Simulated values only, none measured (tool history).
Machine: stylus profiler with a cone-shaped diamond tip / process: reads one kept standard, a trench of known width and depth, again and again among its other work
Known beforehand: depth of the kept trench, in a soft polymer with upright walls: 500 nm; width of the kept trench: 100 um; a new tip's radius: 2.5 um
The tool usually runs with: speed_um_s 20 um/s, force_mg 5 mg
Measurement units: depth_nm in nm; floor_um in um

run	day	speed_um_s	force_mg	depth_nm	floor_um
1	0	20	5	509.59	95.9
2	4.7	20	5	509.36	95.9
3	9.346	20	5	509.09	95.82
4	11.7	20	5	509.12	95.85
# day 12.029: height scale calibrated on a step standard
5	14.433	20	5	508.62	95.84
6	19.346	20	5	508.62	95.75
7	21.55	20	5	508.45	95.79
8	25.842	42	6.94	510.97	95.72
9	29.258	42	6.94	510.85	95.72
10	31.588	42	6.94	510.96	95.68
11	34.412	18	5	507.93	95.76
# day 37.908: height scale calibrated on a step standard, once more
12	38.017	18	5	510.6	95.66
13	42.154	8	8.01	514.65	95.66
14	46.042	18	2.45	506.27	95.66

Consider 5 possible next runs. They are alternatives, not a sequence: every one starts from the tool as it was left by run 14. What does each give?
A	48.4	6	2.14	?	?
B	48.4	18	6.53	?	?
C	48.4	9	4.94	?	?
D	48.4	38	12.19	?	?
E	48.4	20	3.53	?	?

run	depth_nm	floor_um
A	505.62	95.63
B	512.46	95.63
C	510.43	95.67
D	519.07	95.53
E	508.16	95.59
Stripped of hidden state, with their random variation kept, the same runs would have yielded:
run	depth_nm	floor_um
A	506	96.95
B	512.84	96.95
C	510.81	96.99
D	519.46	96.85
E	508.54	96.91
